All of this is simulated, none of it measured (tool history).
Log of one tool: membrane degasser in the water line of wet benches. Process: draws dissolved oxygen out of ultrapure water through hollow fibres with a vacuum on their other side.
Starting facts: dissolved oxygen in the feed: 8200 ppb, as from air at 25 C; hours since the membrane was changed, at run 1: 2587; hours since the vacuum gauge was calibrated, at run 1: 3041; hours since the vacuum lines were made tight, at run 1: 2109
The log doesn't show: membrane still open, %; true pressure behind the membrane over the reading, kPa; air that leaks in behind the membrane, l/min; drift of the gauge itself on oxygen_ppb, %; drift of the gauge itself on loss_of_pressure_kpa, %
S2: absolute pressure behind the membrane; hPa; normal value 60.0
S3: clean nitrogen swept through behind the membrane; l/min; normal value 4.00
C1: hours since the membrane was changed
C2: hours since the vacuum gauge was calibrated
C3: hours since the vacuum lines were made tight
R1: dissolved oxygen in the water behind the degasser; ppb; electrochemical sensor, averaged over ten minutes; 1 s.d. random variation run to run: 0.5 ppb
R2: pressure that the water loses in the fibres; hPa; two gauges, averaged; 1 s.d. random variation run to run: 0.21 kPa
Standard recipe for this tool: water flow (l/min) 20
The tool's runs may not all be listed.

{"run": 1, "hour": 0.0, "water flow (l/min)": 20, "S2": 60.0, "S3": 4.0, "C1": 2587, "C2": 3041, "C3": 2109, "R1": 42.8, "R2": 488.6}
{"run": 2, "hour": 76.6, "water flow (l/min)": 20, "S2": 60.0, "S3": 4.0, "C1": 2664, "C2": 3118, "C3": 2186, "R1": 43.2, "R2": 483.0}
{"run": 3, "hour": 143.5, "water flow (l/min)": 20, "S2": 60.0, "S3": 4.0, "C1": 2731, "C2": 3185, "C3": 2253, "R1": 43.2, "R2": 484.4}
{"run": 4, "hour": 194.0, "water flow (l/min)": 20, "S2": 60.0, "S3": 8.71, "C1": 2781, "C2": 3235, "C3": 2303, "R1": 23.7, "R2": 486.7}
{"run": 5, "hour": 260.4, "water flow (l/min)": 20, "S2": 60.0, "S3": 8.71, "C1": 2848, "C2": 3302, "C3": 2370, "R1": 23.9, "R2": 488.1}
{"run": 6, "hour": 309.6, "water flow (l/min)": 20, "S2": 60.0, "S3": 8.71, "C1": 2897, "C2": 3351, "C3": 2419, "R1": 23.8, "R2": 489.1}
{"run": 7, "hour": 363.1, "water flow (l/min)": 15, "S2": 60.0, "S3": 4.0, "C1": 2950, "C2": 3404, "C3": 2472, "R1": 28.7, "R2": 362.7}
{"run": 8, "hour": 405.6, "water flow (l/min)": 15, "S2": 54.8, "S3": 4.0, "C1": 2993, "C2": 3447, "C3": 2515, "R1": 24.3, "R2": 364.0}
{"run": 9, "hour": 469.9, "water flow (l/min)": 15, "S2": 54.8, "S3": 4.0, "C1": 3057, "C2": 3511, "C3": 2579, "R1": 24.2, "R2": 365.5}
{"run": 10, "hour": 548.4, "water flow (l/min)": 15, "S2": 54.8, "S3": 4.0, "C1": 3136, "C2": 3590, "C3": 2658, "R1": 24.9, "R2": 366.4}
{"run": 11, "hour": 585.6, "water flow (l/min)": 20, "S2": 60.0, "S3": 4.0, "C1": 3173, "C2": 3627, "C3": 2695, "R1": 43.8, "R2": 490.4}
{"run": 12, "hour": 640.4, "water flow (l/min)": 20, "S2": 60.0, "S3": 4.0, "C1": 3228, "C2": 3682, "C3": 2750, "R1": 44.3, "R2": 494.2}
{"run": 13, "hour": 690.5, "water flow (l/min)": 20, "S2": 60.0, "S3": 4.0, "C1": 3278, "C2": 3732, "C3": 2800, "R1": 44.7, "R2": 489.7}
{"run": 14, "hour": 726.8, "water flow (l/min)": 20, "S2": 60.0, "S3": 4.0, "C1": 3314, "C2": 3768, "C3": 2836, "R1": 44.1, "R2": 491.8}
{"run": 15, "hour": 800.7, "water flow (l/min)": 20, "S2": 60.0, "S3": 4.0, "C1": 3388, "C2": 3842, "C3": 2910, "R1": 44.1, "R2": 489.8}
{"run": 16, "hour": 864.7, "water flow (l/min)": 18, "S2": 60.0, "S3": 4.0, "C1": 3452, "C2": 3906, "C3": 2974, "R1": 37.8, "R2": 445.5}
{"run": 17, "hour": 918.1, "water flow (l/min)": 20, "S2": 131.0, "S3": 4.0, "C1": 3505, "C2": 3959, "C3": 3027, "R1": 132.1, "R2": 489.7}
{"run": 18, "hour": 971.3, "water flow (l/min)": 20, "S2": 131.0, "S3": 4.0, "C1": 3559, "C2": 4013, "C3": 3081, "R1": 129.7, "R2": 494.1}
{"run": 19, "hour": 1004.2, "water flow (l/min)": 20, "S2": 131.0, "S3": 4.0, "C1": 3591, "C2": 4045, "C3": 3113, "R1": 130.3, "R2": 489.0}
{"hour": 1012.2, "done": "seals of the vacuum lines changed"}
{"run": 20, "hour": 1083.1, "water flow (l/min)": 20, "S2": 87.3, "S3": 4.0, "C1": 3668, "C2": 4122, "C3": 71, "R1": 76.9, "R2": 490.3}
{"run": 21, "hour": 1151.3, "water flow (l/min)": 20, "S2": 41.5, "S3": 4.0, "C1": 3737, "C2": 4191, "C3": 139, "R1": 20.7, "R2": 492.9}
{"run": 22, "hour": 1224.8, "water flow (l/min)": 20, "S2": 41.5, "S3": 4.0, "C1": 3810, "C2": 4264, "C3": 213, "R1": 22.6, "R2": 496.2}
{"run": 23, "hour": 1285.1, "water flow (l/min)": 20, "S2": 41.5, "S3": 4.0, "C1": 3870, "C2": 4324, "C3": 273, "R1": 22.4, "R2": 494.4}
{"run": 24, "hour": 1361.8, "water flow (l/min)": 13, "S2": 41.5, "S3": 4.0, "C1": 3947, "C2": 4401, "C3": 350, "R1": 10.7, "R2": 322.6}
{"run": 25, "hour": 1434.8, "water flow (l/min)": 13, "S2": 41.5, "S3": 4.0, "C1": 4020, "C2": 4474, "C3": 423, "R1": 10.1, "R2": 320.5}
{"run": 26, "hour": 1478.1, "water flow (l/min)": 13, "S2": 41.5, "S3": 4.0, "C1": 4063, "C2": 4517, "C3": 466, "R1": 10.5, "R2": 321.1}
{"run": 27, "hour": 1530.5, "water flow (l/min)": 13, "S2": 41.5, "S3": 4.0, "C1": 4116, "C2": 4570, "C3": 518, "R1": 9.7, "R2": 321.0}
{"run": 28, "hour": 1594.5, "water flow (l/min)": 13, "S2": 41.5, "S3": 4.0, "C1": 4180, "C2": 4634, "C3": 582, "R1": 10.2, "R2": 324.9}
{"run": 29, "hour": 1641.9, "water flow (l/min)": 20, "S2": 60.0, "S3": 10.6, "C1": 4227, "C2": 4681, "C3": 630, "R1": 21.9, "R2": 496.9}
{"run": 30, "hour": 1703.7, "water flow (l/min)": 20, "S2": 136.6, "S3": 5.75, "C1": 4289, "C2": 4743, "C3": 691, "R1": 98.3, "R2": 494.8}
{"run": 31, "hour": 1754.1, "water flow (l/min)": 31, "S2": 77.2, "S3": 6.29, "C1": 4339, "C2": 4793, "C3": 742, "R1": 111.3, "R2": 768.4}
{"run": 32, "hour": 1791.6, "water flow (l/min)": 18, "S2": 57.4, "S3": 8.82, "C1": 4377, "C2": 4831, "C3": 779, "R1": 18.3, "R2": 446.1}
{"run": 33, "hour": 1845.3, "water flow (l/min)": 13, "S2": 45.3, "S3": 2.56, "C1": 4431, "C2": 4885, "C3": 833, "R1": 20.6, "R2": 322.0}

3 options for the next run, each taken on its own from the tool as it stands now. Forecast them:
{"run": "A", "hour": 1911.1, "water flow (l/min)": 13, "S2": 45.3, "S3": 3.84, "C1": 4496, "C2": 4950, "C3": 899, "R1": "?", "R2": "?"}
{"run": "B", "hour": 1911.1, "water flow (l/min)": 29, "S2": 130.4, "S3": 1.96, "C1": 4496, "C2": 4950, "C3": 899, "R1": "?", "R2": "?"}
{"run": "C", "hour": 1911.1, "water flow (l/min)": 18, "S2": 132.2, "S3": 4.12, "C1": 4496, "C2": 4950, "C3": 899, "R1": "?", "R2": "?"}

run=A R1=13.5 R2=323.1
run=B R1=377.0 R2=723.9
run=C R1=115.5 R2=449.6
With no hidden state in the tool, these same runs would have given:
run=A R1=11.0 R2=305.8
run=B R1=357.6 R2=685.1
run=C R1=110.8 R2=425.5
